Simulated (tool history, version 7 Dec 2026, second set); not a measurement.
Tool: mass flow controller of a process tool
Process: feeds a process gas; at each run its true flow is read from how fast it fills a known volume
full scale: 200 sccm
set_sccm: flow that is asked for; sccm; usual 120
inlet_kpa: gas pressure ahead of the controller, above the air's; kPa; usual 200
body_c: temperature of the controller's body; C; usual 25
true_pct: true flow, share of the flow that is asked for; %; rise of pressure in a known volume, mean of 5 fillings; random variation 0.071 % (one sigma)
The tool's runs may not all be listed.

Run 1, hour 0: usual settings. Result: true_pct 99.44 %.
Run 2, hour 90.7: usual settings. Result: true_pct 99.53 %.
Run 3, hour 188: usual settings. Result: true_pct 99.7 %.
Run 4, hour 285.4: usual settings. Result: true_pct 99.82 %.
Run 5, hour 394: usual settings. Result: true_pct 99.91 %.
Run 6, hour 515: usual settings. Result: true_pct 100.21 %.
Run 7, hour 642.7: usual settings but body_c 37 C. Result: true_pct 101.33 %.
Run 8, hour 731.8: usual settings but body_c 37 C. Result: true_pct 101.46 %.
Run 9, hour 820.4: usual settings but body_c 37 C. Result: true_pct 101.48 %.
Run 10, hour 885.6: usual settings but body_c 37 C. Result: true_pct 101.54 %.
Run 11, hour 993.2: usual settings but set_sccm 138 sccm. Result: true_pct 100.83 %.
Run 12, hour 1101: usual settings but set_sccm 138 sccm. Result: true_pct 101.08 %.
Run 13, hour 1159.3: usual settings but set_sccm 138 sccm. Result: true_pct 101.02 %.
Run 14, hour 1242.7: usual settings but set_sccm 138 sccm. Result: true_pct 101.1 %.
Run 15, hour 1307.7: usual settings. Result: true_pct 101.19 %.
At hour 1431.6: gauge calibrated.
Run 16, hour 1431.6: usual settings. Result: true_pct 99.5 %.
Run 17, hour 1492: usual settings but set_sccm 148 sccm. Result: true_pct 99.79 %.
Run 18, hour 1600.1: usual settings but set_sccm 148 sccm. Result: true_pct 99.95 %.
Run 19, hour 1671.7: usual settings. Result: true_pct 99.68 %.
Run 20, hour 1772.5: usual settings but set_sccm 31 sccm. Result: true_pct 99.23 %.
Run 21, hour 1854.1: usual settings but set_sccm 31 sccm. Result: true_pct 99.45 %.
Run 22, hour 1920.7: usual settings but inlet_kpa 279 kPa. Result: true_pct 100.65 %.
Run 23, hour 1988.8: usual settings but inlet_kpa 279 kPa. Result: true_pct 100.72 %.
Run 24, hour 2046: usual settings but inlet_kpa 279 kPa. Result: true_pct 100.78 %.
Run 25, hour 2127.4: usual settings but inlet_kpa 279 kPa. Result: true_pct 100.96 %.
Run 26, hour 2192.5: usual settings but set_sccm 141 sccm, inlet_kpa 202 kPa, body_c 30 C. Result: true_pct 101.04 %.
Run 27, hour 2289.8: usual settings but set_sccm 141 sccm, inlet_kpa 202 kPa, body_c 30 C. Result: true_pct 101.13 %.
Run 28, hour 2351.8: usual settings but set_sccm 148 sccm, inlet_kpa 149 kPa, body_c 37 C. Result: true_pct 101.44 %.
Run 29, hour 2441.9: usual settings but set_sccm 22 sccm. Result: true_pct 100.16 %.
Run 30, hour 2553.8: usual settings but set_sccm 22 sccm, inlet_kpa 153 kPa. Result: true_pct 99.86 %.
Run 31, hour 2683.8: usual settings but set_sccm 22 sccm, inlet_kpa 153 kPa. Result: true_pct 100.05 %.
Run 32, hour 2758.1: usual settings but set_sccm 36 sccm, inlet_kpa 201 kPa. Result: true_pct 100.59 %.
Run 33, hour 2839.1: usual settings but set_sccm 36 sccm, inlet_kpa 201 kPa. Result: true_pct 100.67 %.
Run 34, hour 2951.7: usual settings but set_sccm 36 sccm, inlet_kpa 152 kPa. Result: true_pct 100.46 %.
Run 35, hour 3023.8: usual settings. Result: true_pct 101.4 %.
Run 36, hour 3142.4: usual settings but set_sccm 37 sccm. Result: true_pct 100.99 %.
Run 37, hour 3244.3: usual settings but set_sccm 37 sccm. Result: true_pct 101.28 %.
Run 38, hour 3316.2: usual settings but set_sccm 69 sccm, inlet_kpa 241 kPa, body_c 26 C. Result: true_pct 101.9 %.
Run 39, hour 3426.6: usual settings but set_sccm 41 sccm, inlet_kpa 232 kPa, body_c 36 C. Result: true_pct 102.64 %.
Run 40, hour 3524.3: usual settings but set_sccm 53 sccm, body_c 24 C. Result: true_pct 101.68 %.
Run 41, hour 3616.1: usual settings but set_sccm 24 sccm, inlet_kpa 179 kPa, body_c 40 C. Result: true_pct 102.74 %.
Run 42, hour 3706.9: usual settings but set_sccm 24 sccm, inlet_kpa 179 kPa, body_c 40 C. Result: true_pct 102.82 %.
At hour 3769.9: controller's zero set anew.
Run 43, hour 3802.5: usual settings but body_c 40 C. Result: true_pct 103.81 %.
Run 44, hour 3881.6: usual settings but set_sccm 60 sccm, body_c 40 C. Result: true_pct 103.6 %.
Run 45, hour 4009.7: usual settings but set_sccm 60 sccm, body_c 40 C. Result: true_pct 103.67 %.
Run 46, hour 4098.3: usual settings but set_sccm 60 sccm, inlet_kpa 241 kPa, body_c 27 C. Result: true_pct 102.91 %.
At hour 4118.1: gauge calibrated.
Run 47, hour 4155.8: usual settings but inlet_kpa 142 kPa, body_c 29 C. Result: true_pct 99.47 %.

The same runs without the tool's hidden state, with the same run-to-run variation:
The hidden state here: flow at rest that the sensor doesn't see, % of full scale; true flow over the shown one, %; drift of the gauge itself on true_pct, %.
run  true_pct
  1     99.44
  2     99.41
  3     99.46
  4     99.46
  5     99.42
  6     99.56
  7    100.51
  8    100.52
  9    100.43
 10    100.41
 11     99.57
 12     99.68
 13     99.55
 14     99.53
 15     99.53
 16      99.5
 17     99.72
 18     99.74
 19     99.38
 20     98.81
 21     98.94
 22    100.03
 23    100.01
 24       100
 25    100.08
 26    100.07
 27    100.03
 28    100.26
 29     98.91
 30     98.48
 31     98.51
 32     98.94
 33     98.91
 34     98.57
 35     99.39
 36     98.85
 37     99.02
 38     99.52
 39    100.12
 40     99.05
 41     99.99
 42     99.96
 43    100.77
 44    100.47
 45    100.38
 46     99.54
 47     99.41
